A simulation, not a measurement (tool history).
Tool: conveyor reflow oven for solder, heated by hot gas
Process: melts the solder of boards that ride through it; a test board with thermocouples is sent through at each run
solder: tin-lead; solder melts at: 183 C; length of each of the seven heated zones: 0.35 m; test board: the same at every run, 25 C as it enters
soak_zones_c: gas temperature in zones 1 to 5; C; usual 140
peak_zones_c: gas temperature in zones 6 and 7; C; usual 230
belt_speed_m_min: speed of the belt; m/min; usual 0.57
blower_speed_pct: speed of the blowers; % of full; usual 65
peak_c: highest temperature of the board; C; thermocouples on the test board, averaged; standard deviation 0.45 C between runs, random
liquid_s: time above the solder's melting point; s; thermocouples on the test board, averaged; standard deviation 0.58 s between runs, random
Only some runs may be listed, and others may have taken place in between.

run,hour,soak_zones_c,peak_zones_c,belt_speed_m_min,blower_speed_pct,peak_c,liquid_s
1,0,140,230,0.57,65,206.7,45.2
2,40.7,140,230,0.57,83,210.2,49.8
3,72.1,140,230,0.57,79,208.7,48.2
# hour 94: flux residue cleaned out of gas plates and filters
4,128.7,140,230,0.57,71,211.2,52
5,180.7,140,230,0.57,71,210.3,50
6,227.7,140,230,0.497,65,214.2,62.1
7,281.5,140,230,0.497,65,213.4,61.3
# hour 288.2: belt drive overhauled, speed set with a stopwatch
8,313.5,140,230,0.497,65,214.1,62.1
9,351,140,230,0.497,65,213.8,62.9
10,382.4,140,230,0.497,65,214,62.1

The next listed run, before its measurement:
11,420.5,140,230,0.57,51,?,?

{"run 11": {"peak_c": 205.1, "liquid_s": 43.5}}
Minus the tool's unlogged condition, the same run would have read peak_c 205.8 C, liquid_s 43 s.
